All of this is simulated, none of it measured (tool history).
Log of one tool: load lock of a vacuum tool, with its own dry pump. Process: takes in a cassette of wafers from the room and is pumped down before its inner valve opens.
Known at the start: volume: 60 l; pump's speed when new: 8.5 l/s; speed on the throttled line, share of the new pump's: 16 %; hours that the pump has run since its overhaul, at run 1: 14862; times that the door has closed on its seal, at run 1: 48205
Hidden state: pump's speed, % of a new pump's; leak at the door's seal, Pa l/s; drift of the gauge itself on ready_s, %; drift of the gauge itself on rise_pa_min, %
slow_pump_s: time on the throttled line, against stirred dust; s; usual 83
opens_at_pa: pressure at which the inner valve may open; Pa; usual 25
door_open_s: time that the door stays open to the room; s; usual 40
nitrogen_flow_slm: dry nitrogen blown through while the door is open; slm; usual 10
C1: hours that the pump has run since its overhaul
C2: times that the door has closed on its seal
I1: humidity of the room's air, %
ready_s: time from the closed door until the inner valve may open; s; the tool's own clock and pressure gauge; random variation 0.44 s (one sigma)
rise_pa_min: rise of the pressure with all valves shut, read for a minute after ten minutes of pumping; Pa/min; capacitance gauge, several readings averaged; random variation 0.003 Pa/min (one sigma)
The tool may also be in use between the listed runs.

{"run": 1, "day": 0.0, "slow_pump_s": 83, "opens_at_pa": 25, "door_open_s": 40, "nitrogen_flow_slm": 10, "C1": 14862, "C2": 48205, "I1": 45.7, "ready_s": 127.5, "rise_pa_min": 0.047}
{"day": 6.271, "done": "door's seal changed, seat wiped"}
{"run": 2, "day": 12.125, "slow_pump_s": 83, "opens_at_pa": 25, "door_open_s": 40, "nitrogen_flow_slm": 10, "C1": 15151, "C2": 572, "I1": 45.7, "ready_s": 128.4, "rise_pa_min": 0.045}
{"run": 3, "day": 27.271, "slow_pump_s": 83, "opens_at_pa": 25, "door_open_s": 40, "nitrogen_flow_slm": 10, "C1": 15515, "C2": 2051, "I1": 41.4, "ready_s": 128.4, "rise_pa_min": 0.038}
{"run": 4, "day": 35.908, "slow_pump_s": 83, "opens_at_pa": 25, "door_open_s": 40, "nitrogen_flow_slm": 10, "C1": 15722, "C2": 2894, "I1": 45.9, "ready_s": 128.4, "rise_pa_min": 0.042}
{"run": 5, "day": 47.433, "slow_pump_s": 83, "opens_at_pa": 25, "door_open_s": 40, "nitrogen_flow_slm": 10, "C1": 15999, "C2": 4020, "I1": 47.9, "ready_s": 128.6, "rise_pa_min": 0.046}
{"run": 6, "day": 56.008, "slow_pump_s": 83, "opens_at_pa": 25, "door_open_s": 40, "nitrogen_flow_slm": 10, "C1": 16205, "C2": 4857, "I1": 42.9, "ready_s": 128.9, "rise_pa_min": 0.039}
{"run": 7, "day": 65.421, "slow_pump_s": 83, "opens_at_pa": 25, "door_open_s": 40, "nitrogen_flow_slm": 10, "C1": 16430, "C2": 5776, "I1": 44.3, "ready_s": 128, "rise_pa_min": 0.047}
{"run": 8, "day": 72.533, "slow_pump_s": 83, "opens_at_pa": 25, "door_open_s": 40, "nitrogen_flow_slm": 10, "C1": 16601, "C2": 6471, "I1": 44.8, "ready_s": 127.8, "rise_pa_min": 0.039}
{"run": 9, "day": 79.867, "slow_pump_s": 83, "opens_at_pa": 25, "door_open_s": 40, "nitrogen_flow_slm": 8, "C1": 16777, "C2": 7187, "I1": 43.6, "ready_s": 128.8, "rise_pa_min": 0.043}
{"run": 10, "day": 94.946, "slow_pump_s": 83, "opens_at_pa": 36, "door_open_s": 40, "nitrogen_flow_slm": 8, "C1": 17139, "C2": 8659, "I1": 43.8, "ready_s": 125.5, "rise_pa_min": 0.039}
{"run": 11, "day": 108.871, "slow_pump_s": 83, "opens_at_pa": 36, "door_open_s": 40, "nitrogen_flow_slm": 8, "C1": 17473, "C2": 10019, "I1": 43.1, "ready_s": 125.5, "rise_pa_min": 0.04}
{"run": 12, "day": 120.933, "slow_pump_s": 83, "opens_at_pa": 36, "door_open_s": 40, "nitrogen_flow_slm": 8, "C1": 17763, "C2": 11197, "I1": 46.7, "ready_s": 125.8, "rise_pa_min": 0.046}
{"run": 13, "day": 129.888, "slow_pump_s": 83, "opens_at_pa": 36, "door_open_s": 40, "nitrogen_flow_slm": 8, "C1": 17978, "C2": 12071, "I1": 43.2, "ready_s": 125.7, "rise_pa_min": 0.047}
{"run": 14, "day": 137.967, "slow_pump_s": 83, "opens_at_pa": 36, "door_open_s": 40, "nitrogen_flow_slm": 8, "C1": 18172, "C2": 12860, "I1": 43.7, "ready_s": 125.4, "rise_pa_min": 0.045}
{"run": 15, "day": 152.988, "slow_pump_s": 83, "opens_at_pa": 36, "door_open_s": 40, "nitrogen_flow_slm": 8, "C1": 18532, "C2": 14327, "I1": 48.4, "ready_s": 125.6, "rise_pa_min": 0.048}
{"run": 16, "day": 165.188, "slow_pump_s": 83, "opens_at_pa": 36, "door_open_s": 121, "nitrogen_flow_slm": 8, "C1": 18825, "C2": 15518, "I1": 46.6, "ready_s": 125.9, "rise_pa_min": 0.095}
{"run": 17, "day": 173.217, "slow_pump_s": 83, "opens_at_pa": 36, "door_open_s": 121, "nitrogen_flow_slm": 8, "C1": 19018, "C2": 16302, "I1": 42.9, "ready_s": 125.4, "rise_pa_min": 0.091}
{"day": 174.329, "done": "dry pump taken out, an overhauled one fitted"}
{"run": 18, "day": 187.025, "slow_pump_s": 83, "opens_at_pa": 26, "door_open_s": 40, "nitrogen_flow_slm": 10, "C1": 305, "C2": 17626, "I1": 45, "ready_s": 128.6, "rise_pa_min": 0.039}
{"run": 19, "day": 199.438, "slow_pump_s": 83, "opens_at_pa": 26, "door_open_s": 40, "nitrogen_flow_slm": 10, "C1": 603, "C2": 18838, "I1": 45.1, "ready_s": 127.6, "rise_pa_min": 0.042}
{"run": 20, "day": 213.875, "slow_pump_s": 116, "opens_at_pa": 26, "door_open_s": 40, "nitrogen_flow_slm": 10, "C1": 949, "C2": 20248, "I1": 44.4, "ready_s": 156, "rise_pa_min": 0.05}
{"run": 21, "day": 222.812, "slow_pump_s": 71, "opens_at_pa": 25, "door_open_s": 40, "nitrogen_flow_slm": 10, "C1": 1164, "C2": 21121, "I1": 43.6, "ready_s": 118.2, "rise_pa_min": 0.04}
{"run": 22, "day": 238.088, "slow_pump_s": 55, "opens_at_pa": 26, "door_open_s": 66, "nitrogen_flow_slm": 24, "C1": 1530, "C2": 22612, "I1": 44.6, "ready_s": 104.4, "rise_pa_min": 0.046}
{"run": 23, "day": 248.85, "slow_pump_s": 83, "opens_at_pa": 25, "door_open_s": 155, "nitrogen_flow_slm": 10, "C1": 1789, "C2": 23664, "I1": 44.1, "ready_s": 128.7, "rise_pa_min": 0.103}
{"run": 24, "day": 261.279, "slow_pump_s": 83, "opens_at_pa": 25, "door_open_s": 155, "nitrogen_flow_slm": 10, "C1": 2087, "C2": 24877, "I1": 42.1, "ready_s": 127.9, "rise_pa_min": 0.099}
{"run": 25, "day": 271.446, "slow_pump_s": 83, "opens_at_pa": 24, "door_open_s": 155, "nitrogen_flow_slm": 10, "C1": 2331, "C2": 25870, "I1": 43.8, "ready_s": 128.9, "rise_pa_min": 0.096}
{"run": 26, "day": 285.2, "slow_pump_s": 63, "opens_at_pa": 27, "door_open_s": 47, "nitrogen_flow_slm": 22, "C1": 2661, "C2": 27213, "I1": 45.3, "ready_s": 111.3, "rise_pa_min": 0.036}
{"run": 27, "day": 294.342, "slow_pump_s": 63, "opens_at_pa": 27, "door_open_s": 47, "nitrogen_flow_slm": 22, "C1": 2880, "C2": 28106, "I1": 44.4, "ready_s": 110.9, "rise_pa_min": 0.036}
{"run": 28, "day": 302.538, "slow_pump_s": 63, "opens_at_pa": 27, "door_open_s": 101, "nitrogen_flow_slm": 5, "C1": 3077, "C2": 28906, "I1": 44.5, "ready_s": 110.9, "rise_pa_min": 0.092}
{"run": 29, "day": 312.571, "slow_pump_s": 83, "opens_at_pa": 26, "door_open_s": 40, "nitrogen_flow_slm": 14, "C1": 3318, "C2": 29886, "I1": 43.6, "ready_s": 127.8, "rise_pa_min": 0.031}
{"run": 30, "day": 321.075, "slow_pump_s": 88, "opens_at_pa": 26, "door_open_s": 53, "nitrogen_flow_slm": 14, "C1": 3522, "C2": 30716, "I1": 44.7, "ready_s": 131.8, "rise_pa_min": 0.043}
{"run": 31, "day": 328.629, "slow_pump_s": 91, "opens_at_pa": 46, "door_open_s": 53, "nitrogen_flow_slm": 6, "C1": 3703, "C2": 31454, "I1": 43.4, "ready_s": 130.6, "rise_pa_min": 0.055}
{"run": 32, "day": 343.096, "slow_pump_s": 91, "opens_at_pa": 46, "door_open_s": 53, "nitrogen_flow_slm": 6, "C1": 4050, "C2": 32866, "I1": 45.4, "ready_s": 130.8, "rise_pa_min": 0.055}
{"run": 33, "day": 350.467, "slow_pump_s": 87, "opens_at_pa": 31, "door_open_s": 53, "nitrogen_flow_slm": 6, "C1": 4227, "C2": 33586, "I1": 44.2, "ready_s": 130.2, "rise_pa_min": 0.064}
{"run": 34, "day": 357.596, "slow_pump_s": 87, "opens_at_pa": 31, "door_open_s": 53, "nitrogen_flow_slm": 6, "C1": 4398, "C2": 34282, "I1": 43.4, "ready_s": 130.1, "rise_pa_min": 0.055}

How the hidden state differs across the entries between the runs, from the last listed run before each to the first after it:
Between runs 1 and 2: door's seal changed, seat wiped (day 6.271)
  leak at the door's seal, Pa l/s: 0.0033 -> 0.002
Between runs 17 and 18: dry pump taken out, an overhauled one fitted (day 174.329)
  no hidden state differs between the two runs

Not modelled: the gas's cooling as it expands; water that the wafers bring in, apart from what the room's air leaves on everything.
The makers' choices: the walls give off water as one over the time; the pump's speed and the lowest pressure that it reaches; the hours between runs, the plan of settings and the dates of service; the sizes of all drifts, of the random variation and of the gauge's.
